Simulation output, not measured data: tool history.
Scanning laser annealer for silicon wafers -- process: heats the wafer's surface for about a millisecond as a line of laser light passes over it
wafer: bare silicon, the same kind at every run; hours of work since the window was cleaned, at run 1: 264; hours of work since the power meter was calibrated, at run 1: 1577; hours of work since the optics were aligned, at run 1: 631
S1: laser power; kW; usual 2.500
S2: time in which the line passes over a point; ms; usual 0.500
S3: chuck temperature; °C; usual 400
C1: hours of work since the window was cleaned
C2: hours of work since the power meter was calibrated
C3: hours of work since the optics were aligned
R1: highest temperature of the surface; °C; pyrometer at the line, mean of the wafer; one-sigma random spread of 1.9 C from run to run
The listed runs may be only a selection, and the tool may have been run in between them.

run	day	S1	S2	S3	C1	C2	C3	R1
1	0.000	2.500	0.500	400	264	1577	631	1210
2	2.250	2.500	0.500	400	302	1615	669	1210
3	4.412	2.500	0.500	400	339	1651	705	1206
4	6.258	2.500	0.500	361	370	1682	736	1162
5	10.088	2.606	0.500	361	434	1747	801	1197
6	12.483	2.606	0.500	361	474	1787	841	1193
7	14.262	2.606	0.500	361	504	1817	871	1196
8	16.996	2.606	0.500	361	550	1863	917	1191
9	20.104	2.500	0.500	400	603	1915	969	1192
10	22.075	2.500	0.500	400	636	1948	1003	1191
11	23.771	2.500	0.500	400	664	1977	1031	1189
12	27.546	2.500	0.500	400	728	2041	1095	1186
13	31.292	2.500	0.500	400	791	2104	1158	1186
14	34.421	2.500	0.500	400	844	2156	1210	1180
15	37.829	2.500	0.500	400	901	2214	1268	1176
# day 38.204: window over the wafer cleaned
# day 38.412: optics aligned, line set to its width
16	41.983	2.500	0.500	386	60	2279	60	1197
17	44.954	2.500	0.500	400	110	2329	110	1207
18	47.558	2.500	0.500	410	154	2372	154	1213
19	49.592	2.520	0.500	381	188	2407	188	1189
20	53.138	2.520	0.500	381	248	2466	248	1188
21	56.329	2.520	0.500	381	301	2520	301	1186
# day 56.742: optics aligned, line set to its width, once more
22	60.117	2.617	0.486	407	362	2580	57	1239
23	63.721	2.358	0.486	407	422	2641	117	1156
24	65.575	2.358	0.486	407	454	2672	149	1153
25	67.508	2.500	0.367	400	486	2705	181	1091
26	70.658	2.453	0.585	400	539	2758	234	1242
27	72.671	2.230	0.533	400	573	2791	268	1131
28	74.529	2.230	0.533	400	604	2823	299	1128
29	77.308	2.230	0.533	400	651	2870	346	1127
30	79.796	2.542	0.377	398	693	2911	388	1097
31	82.092	2.528	0.377	429	732	2950	427	1126
32	85.433	2.500	0.361	424	788	3006	483	1095
33	87.746	2.500	0.566	434	827	3045	522	1262
34	90.708	2.196	0.382	400	877	3095	572	1000

A few steps of R1 between consecutive runs. Split each: what settings, incoming material and random variation would produce without the hidden state, and what is left over for the hidden state, along with gauge scatter present in only one of the two compared results (measured, and without hidden state):
The tool's hidden condition here consists of: light that passes the window, % of a clean one's; laser's true power over the reading, %; width of the line over the set one, %; drift of the gauge itself on peak_c, C.
Run 15 -> 16: S3 400 -> 386, window over the wafer cleaned, optics aligned, line set to its width. R1 +21 °C: hidden state +33, all else -12.
Run 25 -> 26: S1 2.500 -> 2.453, S2 0.367 -> 0.585. R1 +151 °C: hidden state -11, all else +162.
Run 32 -> 33: S2 0.361 -> 0.566, S3 424 -> 434. R1 +167 °C: hidden state -14, all else +181.
Run 33 -> 34: S1 2.500 -> 2.196, S2 0.566 -> 0.382, S3 434 -> 400. R1 -262 °C: hidden state +15, all else -277.
